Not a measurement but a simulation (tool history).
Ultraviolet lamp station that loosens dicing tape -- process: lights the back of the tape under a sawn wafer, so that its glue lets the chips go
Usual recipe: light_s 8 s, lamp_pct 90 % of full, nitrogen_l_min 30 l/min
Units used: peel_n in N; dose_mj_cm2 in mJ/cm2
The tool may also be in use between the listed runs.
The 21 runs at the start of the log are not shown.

run,hour,light_s,lamp_pct,nitrogen_l_min,hours of work of the lamp,hours of work since the window was cleaned,peel_n,dose_mj_cm2
22,1253.6,8,90,19,1052,143,1.598,419
23,1322.6,8,90,12,1089,180,2.165,413
24,1373.1,10,68,20,1116,208,1.732,376
25,1431.7,6,98,12,1148,239,2.997,320
26,1478.5,9,98,12,1173,265,1.805,472
27,1536,5,90,11,1204,296,4.019,238
28,1616.1,5,90,11,1247,339,4.186,233
29,1650.1,12,88,41,1266,357,0.562,536
30,1711.1,12,92,36,1299,390,0.586,544
31,1769.8,11,77,10,1331,422,2.347,406
32,1850.5,9,90,25,1374,466,1.533,381

3 ways to go on from here, each from the tool as it stands after run 32. What would each give?
A,1919.2,8,90,12,1411,503,?,?
B,1919.2,8,90,25,1411,503,?,?
C,1919.2,4,86,13,1411,503,?,?

run,peel_n,dose_mj_cm2
A,2.896,333
B,1.94,330
C,5.136,160
Without the tool's hidden state the same runs would have given:
run,peel_n,dose_mj_cm2
A,1.165,603
B,0.648,598
C,3.174,289

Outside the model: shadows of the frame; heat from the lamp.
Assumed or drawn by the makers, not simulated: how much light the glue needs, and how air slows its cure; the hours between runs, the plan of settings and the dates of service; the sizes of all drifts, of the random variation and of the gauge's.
